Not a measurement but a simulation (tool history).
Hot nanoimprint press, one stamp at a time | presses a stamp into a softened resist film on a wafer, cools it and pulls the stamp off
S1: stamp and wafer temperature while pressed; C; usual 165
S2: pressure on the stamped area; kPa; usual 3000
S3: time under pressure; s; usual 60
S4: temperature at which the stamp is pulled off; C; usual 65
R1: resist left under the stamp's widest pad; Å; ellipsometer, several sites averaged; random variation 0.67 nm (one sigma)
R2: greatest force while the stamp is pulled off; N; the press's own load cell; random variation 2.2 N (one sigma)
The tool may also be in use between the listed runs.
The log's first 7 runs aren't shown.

run,hour,S1,S2,S3,S4,R1,R2
8,315.2,168,3000,65,65,889,183
9,342.2,165,2740,60,65,1083,189
# hour 376.8: stamp cleaned and given a new release coat
10,395.2,165,2740,60,65,1106,163
11,435.6,165,2740,60,65,1086,167
12,465.8,164,3000,60,65,1100,168
13,502.9,164,3000,60,65,1105,174
14,540.8,165,3000,60,65,1058,181
15,595.6,165,3000,60,65,1065,182
# hour 641.7: stamp cleaned and given a new release coat
16,641.7,165,3000,60,65,1077,160

Run 17 comes next. What will it give?
17,676.7,165,3000,60,65,?,?

Run 17 gave R1 1084 Å, R2 167 N.
Without the tool's hidden state the same run would have given R1 1000 Å, R2 159 N.
